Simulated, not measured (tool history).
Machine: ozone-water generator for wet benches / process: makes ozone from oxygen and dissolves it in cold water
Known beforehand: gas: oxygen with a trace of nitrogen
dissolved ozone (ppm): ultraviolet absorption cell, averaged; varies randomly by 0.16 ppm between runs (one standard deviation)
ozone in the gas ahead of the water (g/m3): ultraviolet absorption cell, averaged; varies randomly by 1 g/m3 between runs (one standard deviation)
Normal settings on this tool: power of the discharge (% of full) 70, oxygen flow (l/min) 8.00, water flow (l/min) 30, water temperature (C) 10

run,day,power of the discharge (% of full),oxygen flow (l/min),water flow (l/min),water temperature (C),dissolved ozone (ppm),ozone in the gas ahead of the water (g/m3)
1,0.000,70,8.00,30,10,14.9,138.4
2,4.875,70,8.00,30,10,14.9,138.6
3,10.300,70,8.00,30,10,14.3,136.9
4,19.158,54,8.00,30,10,12.2,114.4
5,23.338,54,8.00,30,16,11.0,111.5
6,28.654,54,8.00,30,16,11.1,114.7
7,37.254,70,4.72,30,10,13.5,177.1
8,41.225,70,6.27,30,10,13.6,148.4
9,47.283,91,8.00,30,10,16.4,156.0
10,52.592,91,8.00,30,10,16.1,153.9
11,58.458,91,8.00,30,10,16.2,152.9
12,67.000,91,8.00,30,6,16.6,151.3
13,73.925,60,8.00,30,10,12.4,115.2
14,80.558,60,8.00,30,10,12.1,114.5
15,88.671,60,8.00,30,10,11.9,114.3
16,94.200,41,8.00,30,10,9.4,89.9
17,102.579,41,8.00,30,11,9.0,88.3
18,109.929,75,8.80,19,14,17.9,120.7
19,117.012,75,8.80,19,14,17.4,120.2
# day 117.850: water thermometer calibrated
20,121.250,64,11.87,37,14,9.4,92.8
21,128.192,64,11.87,37,14,9.3,91.4
22,135.967,45,8.00,30,10,9.6,90.4
23,143.504,98,8.00,25,10,17.5,143.4
# day 148.750: electrodes of the discharge changed
24,151.558,71,6.54,38,12,14.3,204.5
25,159.821,74,6.81,22,12,24.3,205.1
# day 164.400: water thermometer calibrated, once more
26,165.754,70,8.38,30,9,18.8,173.7

For run 27, what comes out?
27,170.312,74,8.00,39,6,?,?

dissolved ozone (ppm): 15.7
ozone in the gas ahead of the water (g/m3): 186.8
Take away the tool's hidden state, keep the run-to-run variation as it was, and the same run would have given dissolved ozone (ppm) 17.0, ozone in the gas ahead of the water (g/m3) 189.7.

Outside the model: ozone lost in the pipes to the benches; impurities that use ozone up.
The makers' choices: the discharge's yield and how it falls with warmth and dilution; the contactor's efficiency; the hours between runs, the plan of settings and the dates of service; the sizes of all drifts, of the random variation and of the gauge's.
